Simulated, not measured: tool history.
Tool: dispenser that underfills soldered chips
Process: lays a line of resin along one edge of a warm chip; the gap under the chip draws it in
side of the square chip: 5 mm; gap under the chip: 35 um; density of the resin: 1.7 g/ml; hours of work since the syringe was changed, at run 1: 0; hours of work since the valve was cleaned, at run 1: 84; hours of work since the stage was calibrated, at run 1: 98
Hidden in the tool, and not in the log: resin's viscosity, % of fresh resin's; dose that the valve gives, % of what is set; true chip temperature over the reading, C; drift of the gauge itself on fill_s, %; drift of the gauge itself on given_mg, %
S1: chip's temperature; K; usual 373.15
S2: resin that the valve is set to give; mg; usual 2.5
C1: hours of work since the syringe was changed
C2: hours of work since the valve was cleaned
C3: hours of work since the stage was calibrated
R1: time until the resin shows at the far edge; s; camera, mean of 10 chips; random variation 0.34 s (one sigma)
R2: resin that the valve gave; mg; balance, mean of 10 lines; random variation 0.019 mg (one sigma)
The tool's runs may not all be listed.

| run | day | S1 | S2 | C1 | C2 | C3 | R1 | R2 |
|---|---|---|---|---|---|---|---|---|
| 1 | 0 | 373.15 | 2.5 | 0 | 84 | 98 | 14.8 | 2.37 |
|  | 0.392 | new syringe of resin |
| 2 | 0.525 | 373.15 | 2.5 | 2 | 93 | 107 | 16.9 | 2.34 |
|  | 0.783 | new syringe of resin |
| 3 | 0.946 | 373.15 | 2.5 | 3 | 100 | 114 | 17 | 2.33 |
|  | 1.183 | new syringe of resin |
| 4 | 1.279 | 373.15 | 2.5 | 2 | 105 | 120 | 15.4 | 2.34 |
| 5 | 1.525 | 373.15 | 2.5 | 6 | 110 | 124 | 18.7 | 2.34 |
|  | 1.571 | new syringe of resin |
|  | 1.967 | new syringe of resin |
| 6 | 2.012 | 373.15 | 2.5 | 1 | 118 | 132 | 16 | 2.31 |
|  | 2.367 | new syringe of resin |
| 7 | 2.617 | 373.15 | 2.5 | 4 | 128 | 142 | 17.4 | 2.31 |
|  | 2.754 | new syringe of resin |
|  | 3.079 | dispensing valve cleaned and set on the balance |
| 8 | 3.079 | 373.15 | 2.5 | 5 | 0 | 149 | 18.6 | 2.5 |
|  | 3.192 | new syringe of resin |
| 9 | 3.408 | 373.15 | 2.5 | 4 | 5 | 155 | 17.3 | 2.54 |
|  | 3.612 | new syringe of resin |
| 10 | 3.917 | 373.15 | 2.5 | 5 | 14 | 163 | 17.8 | 2.47 |
|  | 4.021 | new syringe of resin |
|  | 4.408 | new syringe of resin |
| 11 | 4.408 | 373.15 | 2.5 | 0 | 22 | 171 | 14.8 | 2.52 |
| 12 | 4.75 | 374.15 | 2.5 | 6 | 28 | 177 | 19.2 | 2.46 |
|  | 4.829 | new syringe of resin |
|  | 5.225 | new syringe of resin |
| 13 | 5.358 | 373.15 | 2.5 | 2 | 38 | 187 | 16.5 | 2.44 |
|  | 5.617 | new syringe of resin |
| 14 | 5.733 | 373.15 | 2.5 | 2 | 44 | 193 | 16.1 | 2.45 |
|  | 6 | new syringe of resin |
| 15 | 6.112 | 373.15 | 2.5 | 2 | 51 | 200 | 15.9 | 2.41 |
|  | 6.417 | new syringe of resin |
| 16 | 6.596 | 373.15 | 2.63 | 3 | 59 | 208 | 17.4 | 2.56 |
|  | 6.821 | new syringe of resin |
| 17 | 6.967 | 373.15 | 2.63 | 3 | 65 | 214 | 16.6 | 2.59 |
|  | 7.233 | new syringe of resin |
| 18 | 7.388 | 373.15 | 2.63 | 3 | 72 | 221 | 16 | 2.51 |
|  | 7.65 | new syringe of resin |
| 19 | 7.675 | 373.15 | 2.63 | 0 | 77 | 226 | 15 | 2.53 |
|  | 8.054 | new syringe of resin |
| 20 | 8.133 | 382.15 | 2.93 | 1 | 84 | 234 | 11.1 | 2.83 |
|  | 8.45 | new syringe of resin |
| 21 | 8.479 | 382.15 | 3.08 | 1 | 90 | 239 | 11.6 | 2.91 |
|  | 8.854 | new syringe of resin |
| 22 | 8.9 | 373.15 | 2.77 | 1 | 97 | 246 | 14.9 | 2.66 |
| 23 | 9.204 | 378.15 | 2.69 | 6 | 102 | 252 | 15.5 | 2.55 |
|  | 9.254 | new syringe of resin |
| 24 | 9.504 | 378.15 | 2.69 | 4 | 107 | 257 | 15 | 2.52 |
|  | 9.667 | new syringe of resin |
| 25 | 9.771 | 378.15 | 2.69 | 2 | 112 | 261 | 13.8 | 2.53 |
|  | 10.062 | new syringe of resin |
| 26 | 10.392 | 360.15 | 2.77 | 6 | 122 | 272 | 27.9 | 2.56 |
|  | 10.458 | new syringe of resin |
| 27 | 10.683 | 360.15 | 2.77 | 4 | 127 | 276 | 26.1 | 2.57 |
|  | 10.862 | new syringe of resin |
| 28 | 10.996 | 369.15 | 2.84 | 2 | 132 | 281 | 18 | 2.62 |
|  | 11.196 | dispensing valve cleaned and set on the balance |
|  | 11.288 | new syringe of resin |
| 29 | 11.408 | 371.15 | 3.05 | 2 | 3 | 288 | 16.7 | 3.05 |
|  | 11.7 | new syringe of resin |
| 30 | 11.971 | 371.15 | 3.05 | 5 | 13 | 297 | 19.1 | 3.03 |
|  | 12.104 | new syringe of resin |
| 31 | 12.4 | 365.15 | 3.14 | 5 | 20 | 304 | 23.2 | 3.07 |
|  | 12.521 | new syringe of resin |
| 32 | 12.808 | 365.15 | 3.14 | 5 | 27 | 311 | 22.6 | 3.07 |
|  | 12.929 | new syringe of resin |
| 33 | 13.075 | 365.15 | 3.14 | 3 | 31 | 316 | 21.2 | 3.04 |
|  | 13.35 | new syringe of resin |
| 34 | 13.467 | 374.15 | 2.51 | 2 | 38 | 322 | 15.4 | 2.45 |

Measured less the same run without the tool's hidden state. The same run-to-run variation is in both; the gauge's scatter may not be:
| run | R1 | R2 |
|---|---|---|
| 1 | -0.1 | -0.11 |
| 2 | +1.2 | -0.13 |
| 3 | +1.6 | -0.13 |
| 4 | +0.5 | -0.14 |
| 5 | +3.6 | -0.15 |
| 6 | +0.3 | -0.16 |
| 7 | +2.7 | -0.17 |
| 8 | +3.1 | +0 |
| 9 | +1.9 | +0 |
| 10 | +3 | -0.02 |
| 11 | -0.4 | -0.03 |
| 12 | +3.5 | -0.04 |
| 13 | +1.3 | -0.06 |
| 14 | +0.5 | -0.06 |
| 15 | +0.7 | -0.06 |
| 16 | +1.6 | -0.08 |
| 17 | +1.2 | -0.09 |
| 18 | +1 | -0.1 |
| 19 | -0.5 | -0.11 |
| 20 | +0 | -0.14 |
| 21 | -0.4 | -0.15 |
| 22 | -0.3 | -0.14 |
| 23 | +2.7 | -0.15 |
| 24 | +1.8 | -0.15 |
| 25 | +0.4 | -0.17 |
| 26 | +4.4 | -0.18 |
| 27 | +2.9 | -0.2 |
| 28 | +0.9 | -0.21 |
| 29 | +0.4 | -0.01 |
| 30 | +2.4 | -0.03 |
| 31 | +2.8 | -0.04 |
| 32 | +2.7 | -0.05 |
| 33 | +1.2 | -0.06 |
| 34 | +0.4 | -0.05 |

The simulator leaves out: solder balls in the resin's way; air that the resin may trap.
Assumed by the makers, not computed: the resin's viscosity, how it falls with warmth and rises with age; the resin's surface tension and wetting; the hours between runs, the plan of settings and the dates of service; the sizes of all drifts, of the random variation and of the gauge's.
